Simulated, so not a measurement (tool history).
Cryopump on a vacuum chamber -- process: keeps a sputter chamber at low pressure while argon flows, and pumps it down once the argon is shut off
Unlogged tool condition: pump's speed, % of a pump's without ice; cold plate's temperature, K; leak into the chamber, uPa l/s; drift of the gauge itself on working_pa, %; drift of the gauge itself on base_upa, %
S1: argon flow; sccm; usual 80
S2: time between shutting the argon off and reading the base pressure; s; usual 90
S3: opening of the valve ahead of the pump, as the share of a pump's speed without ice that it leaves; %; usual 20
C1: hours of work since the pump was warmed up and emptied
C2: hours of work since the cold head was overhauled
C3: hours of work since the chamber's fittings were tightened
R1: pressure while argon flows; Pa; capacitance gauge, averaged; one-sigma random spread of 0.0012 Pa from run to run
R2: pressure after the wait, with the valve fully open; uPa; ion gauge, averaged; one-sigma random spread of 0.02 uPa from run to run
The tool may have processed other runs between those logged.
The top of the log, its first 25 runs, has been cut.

run 26 day=48.325 | S1=57 S2=258 S3=49 | C1=219 C2=2667 C3=1181 | R1=0.0875 R2=1.50
run 27 day=50.158 | S1=57 S2=258 S3=49 | C1=252 C2=2699 C3=1214 | R1=0.0880 R2=1.59
run 28 day=52.612 | S1=57 S2=46 S3=49 | C1=296 C2=2743 C3=1258 | R1=0.0896 R2=1.90
run 29 day=53.812 | S1=58 S2=78 S3=36 | C1=318 C2=2765 C3=1279 | R1=0.1218 R2=1.83
run 30 day=54.925 | S1=58 S2=78 S3=36 | C1=337 C2=2785 C3=1299 | R1=0.1228 R2=1.90
run 31 day=57.529 | S1=58 S2=265 S3=28 | C1=384 C2=2831 C3=1345 | R1=0.1558 R2=1.88
run 32 day=58.958 | S1=80 S2=90 S3=23 | C1=410 C2=2857 C3=1371 | R1=0.2605 R2=1.98
run 33 day=61.150 | S1=111 S2=55 S3=23 | C1=449 C2=2896 C3=1410 | R1=0.3637 R2=2.26
run 34 day=62.421 | S1=111 S2=55 S3=23 | C1=471 C2=2919 C3=1433 | R1=0.3617 R2=2.26
run 35 day=64.571 | S1=54 S2=58 S3=42 | C1=510 C2=2957 C3=1471 | R1=0.1030 R2=2.32

Alternative continuations, all from the tool just after run 35; predict every row:
run A day=65.708 | S1=150 S2=111 S3=20 | C1=530 C2=2977 C3=1492 | R1=? R2=?
run B day=65.708 | S1=54 S2=87 S3=19 | C1=530 C2=2977 C3=1492 | R1=? R2=?
run C day=65.708 | S1=54 S2=212 S3=42 | C1=530 C2=2977 C3=1492 | R1=? R2=?

run=A R1=0.5613 R2=2.30
run=B R1=0.2125 R2=2.30
run=C R1=0.1019 R2=2.19
Without the tool's hidden state the same runs would have given:
run=A R1=0.5289 R2=0.27
run=B R1=0.2009 R2=0.30
run=C R1=0.0903 R2=0.18
